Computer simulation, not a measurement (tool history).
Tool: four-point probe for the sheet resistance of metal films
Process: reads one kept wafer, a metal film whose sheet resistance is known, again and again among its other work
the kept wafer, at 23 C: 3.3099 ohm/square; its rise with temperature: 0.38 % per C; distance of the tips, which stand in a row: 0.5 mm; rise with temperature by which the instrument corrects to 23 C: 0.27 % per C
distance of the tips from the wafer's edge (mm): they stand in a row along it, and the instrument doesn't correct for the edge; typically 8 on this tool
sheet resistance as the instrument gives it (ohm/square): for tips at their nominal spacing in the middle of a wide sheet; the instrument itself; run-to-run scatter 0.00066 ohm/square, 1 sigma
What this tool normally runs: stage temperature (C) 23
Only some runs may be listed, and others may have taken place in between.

| run | hour | stage temperature (C) | distance of the tips from the wafer's edge (mm) | sheet resistance as the instrument gives it (ohm/square) |
|---|---|---|---|---|
| 1 | 0.0 | 23 | 8 | 3.320266 |
| 2 | 52.4 | 23 | 8 | 3.319796 |
| 3 | 118.0 | 23 | 8 | 3.319444 |
| 4 | 195.6 | 23 | 6 | 3.325323 |
| 5 | 277.4 | 22 | 8 | 3.317227 |
| 6 | 388.1 | 22 | 8 | 3.316530 |
| 7 | 456.2 | 23 | 8 | 3.320164 |
| 8 | 522.1 | 23 | 8 | 3.319926 |
| 9 | 608.1 | 23 | 8 | 3.320231 |
| 10 | 684.3 | 23 | 8 | 3.319125 |
|  | 691.5 | stage's thermometer calibrated |
| 11 | 739.6 | 28 | 8 | 3.334847 |
| 12 | 824.5 | 31 | 31 | 3.338420 |
| 13 | 925.7 | 31 | 54 | 3.339822 |
| 14 | 992.1 | 27 | 8 | 3.332459 |
| 15 | 1056.4 | 27 | 66 | 3.324715 |

What if the next run were any one of these 4? Each begins from the tool's condition after run 15:
| A | 1135.1 | 31 | 8 | ? |
| B | 1135.1 | 19 | 3 | ? |
| C | 1135.1 | 21 | 30 | ? |
| D | 1135.1 | 33 | 8 | ? |

| run | sheet resistance as the instrument gives it (ohm/square) |
|---|---|
| A | 3.345559 |
| B | 3.347207 |
| C | 3.305566 |
| D | 3.352734 |
Stripped of hidden state, with their random variation kept, the same runs would have yielded:
| run | sheet resistance as the instrument gives it (ohm/square) |
|---|---|
| A | 3.343534 |
| B | 3.345332 |
| C | 3.303684 |
| D | 3.350682 |

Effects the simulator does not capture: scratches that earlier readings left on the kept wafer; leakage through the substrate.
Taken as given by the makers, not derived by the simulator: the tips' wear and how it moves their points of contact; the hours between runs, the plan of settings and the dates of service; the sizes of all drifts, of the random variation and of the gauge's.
